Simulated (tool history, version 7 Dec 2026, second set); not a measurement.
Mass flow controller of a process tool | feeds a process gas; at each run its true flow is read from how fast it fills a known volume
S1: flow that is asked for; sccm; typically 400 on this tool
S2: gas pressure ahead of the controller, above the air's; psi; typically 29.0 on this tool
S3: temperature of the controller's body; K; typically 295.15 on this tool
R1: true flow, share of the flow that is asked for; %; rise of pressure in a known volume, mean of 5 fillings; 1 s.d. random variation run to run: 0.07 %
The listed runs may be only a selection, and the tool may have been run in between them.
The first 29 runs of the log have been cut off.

| run | hour | S1 | S2 | S3 | R1 |
|---|---|---|---|---|---|
| 30 | 9355.4 | 152 | 21.3 | 312.15 | 97.87 |
| 31 | 9629.5 | 243 | 21.3 | 312.15 | 98.46 |
| 32 | 9815.0 | 400 | 37.7 | 295.15 | 98.23 |
| 33 | 10130.2 | 384 | 28.9 | 295.15 | 97.79 |
| 34 | 10461.7 | 384 | 28.9 | 295.15 | 97.94 |
| 35 | 10748.6 | 384 | 28.9 | 295.15 | 97.87 |
| 36 | 11107.0 | 384 | 28.9 | 295.15 | 97.77 |
| 37 | 11454.9 | 832 | 36.1 | 295.15 | 99.85 |
| 38 | 11704.3 | 990 | 22.9 | 295.15 | 100.03 |
| 39 | 11922.9 | 994 | 38.7 | 307.15 | 101.52 |
| 40 | 12295.6 | 994 | 38.7 | 307.15 | 101.85 |
| 41 | 12733.4 | 106 | 20.7 | 295.15 | 94.37 |
| 42 | 12988.0 | 563 | 29.0 | 295.15 | 98.70 |
| 43 | 13259.7 | 563 | 29.0 | 295.15 | 98.81 |
| 44 | 13585.5 | 390 | 23.6 | 305.15 | 98.68 |
| 45 | 13804.4 | 271 | 29.2 | 300.15 | 97.58 |
| 46 | 14091.1 | 271 | 29.2 | 300.15 | 97.50 |
| 47 | 14480.5 | 271 | 29.2 | 300.15 | 97.55 |

Forecast each of these 5 alternatives for the next run:
| A | 14923.0 | 295 | 27.7 | 299.15 | ? |
| B | 14923.0 | 400 | 25.5 | 295.15 | ? |
| C | 14923.0 | 252 | 29.0 | 295.15 | ? |
| D | 14923.0 | 108 | 29.0 | 295.15 | ? |
| E | 14923.0 | 487 | 24.9 | 308.15 | ? |

| run | R1 |
|---|---|
| A | 97.53 |
| B | 97.90 |
| C | 96.91 |
| D | 93.80 |
| E | 99.60 |
Without the tool's hidden state the same runs would have given:
| run | R1 |
|---|---|
| A | 97.97 |
| B | 97.89 |
| C | 97.64 |
| D | 97.17 |
| E | 99.36 |
